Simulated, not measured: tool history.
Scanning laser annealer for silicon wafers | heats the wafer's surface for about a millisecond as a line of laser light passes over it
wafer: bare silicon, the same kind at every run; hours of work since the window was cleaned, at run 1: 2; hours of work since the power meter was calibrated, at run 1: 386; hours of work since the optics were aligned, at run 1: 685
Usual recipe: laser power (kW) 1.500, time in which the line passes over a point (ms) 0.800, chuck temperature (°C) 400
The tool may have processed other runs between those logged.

run   hour  laser power (kW)  time in which the line passes over a point (ms)  chuck temperature (°C)  hours of work since the window was cleaned  hours of work since the power meter was calibrated  hours of work since the optics were aligned  highest temperature of the surface (°C)
  1    0.0             1.500                                            0.800                     400                                           2                                                 386                                          685                                     1223
  2    7.0             1.500                                            0.800                     400                                           6                                                 390                                          689                                     1224
  3   23.7             1.500                                            0.800                     400                                          17                                                 401                                          700                                     1223
  4   36.8             1.500                                            0.800                     400                                          25                                                 409                                          708                                     1226
  5   50.1             1.500                                            0.800                     400                                          34                                                 418                                          717                                     1222
  6   61.5             1.500                                            0.800                     400                                          41                                                 425                                          724                                     1226
  7   76.9             1.500                                            0.800                     400                                          51                                                 435                                          734                                     1224
  8   89.7             1.500                                            0.800                     400                                          59                                                 444                                          743                                     1225
  9   99.2             1.500                                            0.994                     400                                          66                                                 450                                          749                                     1328
 10  115.1             1.500                                            0.994                     400                                          76                                                 460                                          759                                     1329
 11  130.0             1.500                                            0.864                     400                                          85                                                 470                                          768                                     1264
 12  139.8             1.500                                            0.864                     400                                          92                                                 476                                          775                                     1259
 13  153.9             1.303                                            0.596                     405                                         101                                                 485                                          784                                     1002
 14  162.2             1.584                                            0.658                     422                                         106                                                 490                                          789                                     1207
 15  177.6             1.392                                            0.829                     364                                         116                                                 500                                          799                                     1133
 16  193.2             1.392                                            0.829                     364                                         126                                                 510                                          809                                     1136
 17  209.4             1.382                                            0.713                     440                                         137                                                 521                                          820                                     1144
 18  225.6             1.323                                            0.697                     392                                         147                                                 531                                          830                                     1055
 19  233.9             1.500                                            0.800                     410                                         152                                                 536                                          835                                     1232
 20  244.2             1.500                                            0.800                     410                                         159                                                 543                                          842                                     1235
 21  252.0             1.481                                            0.800                     367                                         164                                                 548                                          847                                     1178
 22  259.2             1.481                                            0.800                     367                                         169                                                 553                                          852                                     1181
 23  271.6             1.494                                            0.698                     400                                         177                                                 561                                          860                                     1157

5 ways to go on from here, each from the tool as it stands after run 23. What would each give?
  A  279.4             1.620                                            0.698                     400                                         182                                                 566                                          865                                        ?
  B  279.4             1.387                                            0.800                     400                                         182                                                 566                                          865                                        ?
  C  279.4             1.494                                            0.776                     400                                         182                                                 566                                          865                                        ?
  D  279.4             1.333                                            0.581                     400                                         182                                                 566                                          865                                        ?
  E  279.4             1.500                                            0.800                     405                                         182                                                 566                                          865                                        ?

run  highest temperature of the surface (°C)
  A                                     1229
  B                                     1155
  C                                     1202
  D                                     1002
  E                                     1227
The same runs, with their run-to-run variation unchanged, on a tool lacking any hidden condition would have given:
run  highest temperature of the surface (°C)
  A                                     1230
  B                                     1156
  C                                     1203
  D                                     1003
  E                                     1227

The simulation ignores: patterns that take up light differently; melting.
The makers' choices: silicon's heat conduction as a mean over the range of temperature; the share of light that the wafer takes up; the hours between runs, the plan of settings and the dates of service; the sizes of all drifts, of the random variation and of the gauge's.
